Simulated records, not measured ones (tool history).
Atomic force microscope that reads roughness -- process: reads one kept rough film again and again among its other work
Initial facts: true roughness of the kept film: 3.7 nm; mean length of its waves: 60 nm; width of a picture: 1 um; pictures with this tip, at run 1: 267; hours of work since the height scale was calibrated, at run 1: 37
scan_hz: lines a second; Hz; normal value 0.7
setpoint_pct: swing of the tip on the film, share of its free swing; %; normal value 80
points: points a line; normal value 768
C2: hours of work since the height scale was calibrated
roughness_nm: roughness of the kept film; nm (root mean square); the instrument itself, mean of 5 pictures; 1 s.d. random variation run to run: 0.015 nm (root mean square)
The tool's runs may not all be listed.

{"run": 1, "hour": 0.0, "scan_hz": 0.7, "setpoint_pct": 80, "points": 768, "pictures with this tip": 267, "C2": 37, "roughness_nm": 3.121}
{"run": 2, "hour": 3.8, "scan_hz": 0.7, "setpoint_pct": 80, "points": 768, "pictures with this tip": 273, "C2": 39, "roughness_nm": 3.114}
{"run": 3, "hour": 7.5, "scan_hz": 0.7, "setpoint_pct": 78, "points": 768, "pictures with this tip": 278, "C2": 41, "roughness_nm": 3.119}
{"run": 4, "hour": 14.1, "scan_hz": 0.7, "setpoint_pct": 80, "points": 768, "pictures with this tip": 287, "C2": 45, "roughness_nm": 3.087}
{"run": 5, "hour": 18.1, "scan_hz": 0.7, "setpoint_pct": 80, "points": 333, "pictures with this tip": 293, "C2": 47, "roughness_nm": 3.065}
{"run": 6, "hour": 25.7, "scan_hz": 0.7, "setpoint_pct": 80, "points": 768, "pictures with this tip": 304, "C2": 51, "roughness_nm": 3.069}
{"run": 7, "hour": 32.3, "scan_hz": 0.7, "setpoint_pct": 80, "points": 768, "pictures with this tip": 313, "C2": 55, "roughness_nm": 3.058}
{"hour": 36.8, "done": "new tip fitted"}
{"run": 8, "hour": 36.8, "scan_hz": 0.7, "setpoint_pct": 80, "points": 768, "pictures with this tip": 0, "C2": 57, "roughness_nm": 3.496}
{"run": 9, "hour": 41.0, "scan_hz": 0.7, "setpoint_pct": 80, "points": 768, "pictures with this tip": 6, "C2": 60, "roughness_nm": 3.496}
{"run": 10, "hour": 50.2, "scan_hz": 0.7, "setpoint_pct": 80, "points": 768, "pictures with this tip": 19, "C2": 65, "roughness_nm": 3.443}
{"run": 11, "hour": 54.4, "scan_hz": 0.7, "setpoint_pct": 71, "points": 768, "pictures with this tip": 25, "C2": 67, "roughness_nm": 3.491}
{"run": 12, "hour": 61.4, "scan_hz": 0.7, "setpoint_pct": 71, "points": 768, "pictures with this tip": 35, "C2": 71, "roughness_nm": 3.46}
{"run": 13, "hour": 69.1, "scan_hz": 0.7, "setpoint_pct": 71, "points": 768, "pictures with this tip": 46, "C2": 76, "roughness_nm": 3.444}
{"run": 14, "hour": 75.7, "scan_hz": 0.7, "setpoint_pct": 80, "points": 768, "pictures with this tip": 55, "C2": 80, "roughness_nm": 3.411}
{"run": 15, "hour": 81.3, "scan_hz": 0.7, "setpoint_pct": 73, "points": 768, "pictures with this tip": 63, "C2": 83, "roughness_nm": 3.44}
{"run": 16, "hour": 89.0, "scan_hz": 1.671, "setpoint_pct": 80, "points": 768, "pictures with this tip": 74, "C2": 87, "roughness_nm": 3.267}
{"run": 17, "hour": 95.3, "scan_hz": 1.671, "setpoint_pct": 80, "points": 768, "pictures with this tip": 83, "C2": 91, "roughness_nm": 3.288}
{"run": 18, "hour": 99.1, "scan_hz": 1.671, "setpoint_pct": 80, "points": 768, "pictures with this tip": 88, "C2": 93, "roughness_nm": 3.274}
{"run": 19, "hour": 105.3, "scan_hz": 0.7, "setpoint_pct": 77, "points": 768, "pictures with this tip": 97, "C2": 96, "roughness_nm": 3.374}
{"run": 20, "hour": 113.9, "scan_hz": 0.7, "setpoint_pct": 80, "points": 703, "pictures with this tip": 109, "C2": 101, "roughness_nm": 3.351}
{"run": 21, "hour": 122.6, "scan_hz": 1.773, "setpoint_pct": 80, "points": 768, "pictures with this tip": 121, "C2": 106, "roughness_nm": 3.213}
{"run": 22, "hour": 130.1, "scan_hz": 1.773, "setpoint_pct": 80, "points": 768, "pictures with this tip": 132, "C2": 110, "roughness_nm": 3.24}
{"run": 23, "hour": 134.9, "scan_hz": 0.7, "setpoint_pct": 80, "points": 768, "pictures with this tip": 139, "C2": 113, "roughness_nm": 3.28}
{"run": 24, "hour": 139.2, "scan_hz": 0.7, "setpoint_pct": 80, "points": 768, "pictures with this tip": 145, "C2": 116, "roughness_nm": 3.28}
{"run": 25, "hour": 144.1, "scan_hz": 0.7, "setpoint_pct": 80, "points": 768, "pictures with this tip": 152, "C2": 118, "roughness_nm": 3.28}
{"run": 26, "hour": 150.1, "scan_hz": 3.284, "setpoint_pct": 80, "points": 768, "pictures with this tip": 160, "C2": 122, "roughness_nm": 3.034}
{"run": 27, "hour": 158.1, "scan_hz": 3.284, "setpoint_pct": 80, "points": 768, "pictures with this tip": 172, "C2": 126, "roughness_nm": 3.038}
{"run": 28, "hour": 165.1, "scan_hz": 0.7, "setpoint_pct": 69, "points": 685, "pictures with this tip": 181, "C2": 130, "roughness_nm": 3.265}
{"run": 29, "hour": 169.5, "scan_hz": 0.7, "setpoint_pct": 69, "points": 685, "pictures with this tip": 188, "C2": 133, "roughness_nm": 3.272}
{"run": 30, "hour": 178.6, "scan_hz": 0.7, "setpoint_pct": 69, "points": 685, "pictures with this tip": 201, "C2": 138, "roughness_nm": 3.264}
{"run": 31, "hour": 183.8, "scan_hz": 0.962, "setpoint_pct": 65, "points": 717, "pictures with this tip": 208, "C2": 141, "roughness_nm": 3.222}
{"run": 32, "hour": 187.8, "scan_hz": 0.962, "setpoint_pct": 65, "points": 717, "pictures with this tip": 214, "C2": 143, "roughness_nm": 3.229}
{"run": 33, "hour": 196.8, "scan_hz": 0.685, "setpoint_pct": 85, "points": 308, "pictures with this tip": 226, "C2": 148, "roughness_nm": 3.161}
{"run": 34, "hour": 201.9, "scan_hz": 0.7, "setpoint_pct": 80, "points": 284, "pictures with this tip": 234, "C2": 151, "roughness_nm": 3.147}
{"run": 35, "hour": 209.2, "scan_hz": 0.52, "setpoint_pct": 86, "points": 480, "pictures with this tip": 244, "C2": 155, "roughness_nm": 3.154}
{"run": 36, "hour": 218.4, "scan_hz": 0.7, "setpoint_pct": 81, "points": 763, "pictures with this tip": 257, "C2": 161, "roughness_nm": 3.145}
{"run": 37, "hour": 225.8, "scan_hz": 0.7, "setpoint_pct": 81, "points": 278, "pictures with this tip": 267, "C2": 165, "roughness_nm": 3.115}
{"run": 38, "hour": 233.5, "scan_hz": 1.176, "setpoint_pct": 89, "points": 376, "pictures with this tip": 278, "C2": 169, "roughness_nm": 3.012}
{"run": 39, "hour": 242.2, "scan_hz": 1.982, "setpoint_pct": 73, "points": 427, "pictures with this tip": 291, "C2": 174, "roughness_nm": 3.047}
{"run": 40, "hour": 248.4, "scan_hz": 3.125, "setpoint_pct": 55, "points": 931, "pictures with this tip": 299, "C2": 178, "roughness_nm": 3.106}
{"run": 41, "hour": 256.6, "scan_hz": 1.688, "setpoint_pct": 74, "points": 701, "pictures with this tip": 311, "C2": 182, "roughness_nm": 3.016}
{"hour": 262.8, "done": "new tip fitted"}
{"run": 42, "hour": 264.0, "scan_hz": 1.688, "setpoint_pct": 87, "points": 701, "pictures with this tip": 2, "C2": 186, "roughness_nm": 3.351}
{"run": 43, "hour": 268.4, "scan_hz": 3.942, "setpoint_pct": 87, "points": 621, "pictures with this tip": 8, "C2": 189, "roughness_nm": 3.069}
{"run": 44, "hour": 276.4, "scan_hz": 1.105, "setpoint_pct": 86, "points": 621, "pictures with this tip": 19, "C2": 193, "roughness_nm": 3.4}
{"run": 45, "hour": 283.4, "scan_hz": 0.576, "setpoint_pct": 65, "points": 312, "pictures with this tip": 29, "C2": 197, "roughness_nm": 3.485}
{"run": 46, "hour": 288.5, "scan_hz": 0.576, "setpoint_pct": 65, "points": 312, "pictures with this tip": 36, "C2": 200, "roughness_nm": 3.504}
{"run": 47, "hour": 293.3, "scan_hz": 0.576, "setpoint_pct": 65, "points": 312, "pictures with this tip": 43, "C2": 203, "roughness_nm": 3.482}
{"run": 48, "hour": 301.5, "scan_hz": 3.423, "setpoint_pct": 87, "points": 768, "pictures with this tip": 55, "C2": 208, "roughness_nm": 3.069}

Here are 4 independent what-if runs from the current tool condition. What would each one return?
{"run": "A", "hour": 306.8, "scan_hz": 3.423, "setpoint_pct": 65, "points": 768, "pictures with this tip": 62, "C2": 211, "roughness_nm": "?"}
{"run": "B", "hour": 306.8, "scan_hz": 1.981, "setpoint_pct": 80, "points": 614, "pictures with this tip": 62, "C2": 211, "roughness_nm": "?"}
{"run": "C", "hour": 306.8, "scan_hz": 0.876, "setpoint_pct": 83, "points": 688, "pictures with this tip": 62, "C2": 211, "roughness_nm": "?"}
{"run": "D", "hour": 306.8, "scan_hz": 2.802, "setpoint_pct": 76, "points": 596, "pictures with this tip": 62, "C2": 211, "roughness_nm": "?"}

run=A roughness_nm=3.336
run=B roughness_nm=3.285
run=C roughness_nm=3.391
run=D roughness_nm=3.243
Had the tool no hidden state, the same runs would have come out as:
run=A roughness_nm=3.413
run=B roughness_nm=3.361
run=C roughness_nm=3.468
run=D roughness_nm=3.317
